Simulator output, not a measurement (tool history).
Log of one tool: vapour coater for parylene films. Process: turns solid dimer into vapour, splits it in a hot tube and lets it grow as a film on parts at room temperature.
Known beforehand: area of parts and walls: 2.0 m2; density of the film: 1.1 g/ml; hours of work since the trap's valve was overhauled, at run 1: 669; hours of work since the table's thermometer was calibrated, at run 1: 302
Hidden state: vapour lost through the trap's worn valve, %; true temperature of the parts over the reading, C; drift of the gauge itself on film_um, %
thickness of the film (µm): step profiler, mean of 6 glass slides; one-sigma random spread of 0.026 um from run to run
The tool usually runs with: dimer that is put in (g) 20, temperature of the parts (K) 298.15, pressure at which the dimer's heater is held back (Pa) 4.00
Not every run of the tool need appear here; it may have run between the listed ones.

| run | hour | dimer that is put in (g) | temperature of the parts (K) | pressure at which the dimer's heater is held back (Pa) | hours of work since the trap's valve was overhauled | hours of work since the table's thermometer was calibrated | thickness of the film (µm) |
|---|---|---|---|---|---|---|---|
| 1 | 0.0 | 20 | 298.15 | 4.00 | 669 | 302 | 3.85 |
| 2 | 10.7 | 20 | 298.15 | 4.00 | 677 | 310 | 3.85 |
|  | 19.5 | trap's valve overhauled |
| 3 | 31.0 | 20 | 298.15 | 4.00 | 9 | 323 | 4.27 |
| 4 | 48.9 | 20 | 298.15 | 4.00 | 23 | 337 | 4.26 |
| 5 | 61.7 | 20 | 298.15 | 4.00 | 33 | 347 | 4.27 |
| 6 | 79.5 | 20 | 298.15 | 4.00 | 46 | 360 | 4.23 |
| 7 | 97.8 | 20 | 298.15 | 4.00 | 61 | 375 | 4.25 |
| 8 | 120.5 | 20 | 298.15 | 4.00 | 78 | 392 | 4.29 |
| 9 | 140.0 | 20 | 298.15 | 4.00 | 93 | 407 | 4.19 |
| 10 | 153.0 | 20 | 298.15 | 4.00 | 103 | 417 | 4.27 |
| 11 | 175.1 | 20 | 298.15 | 4.00 | 120 | 434 | 4.22 |

Run 12 has not been measured yet. What should we expect?
| 12 | 187.7 | 19 | 296.15 | 4.93 | 130 | 444 | ? |

Run 12 produced thickness of the film (µm) 4.05.
On a tool with no hidden condition, and with the same random variation, this run would have come out at thickness of the film (µm) 4.12.

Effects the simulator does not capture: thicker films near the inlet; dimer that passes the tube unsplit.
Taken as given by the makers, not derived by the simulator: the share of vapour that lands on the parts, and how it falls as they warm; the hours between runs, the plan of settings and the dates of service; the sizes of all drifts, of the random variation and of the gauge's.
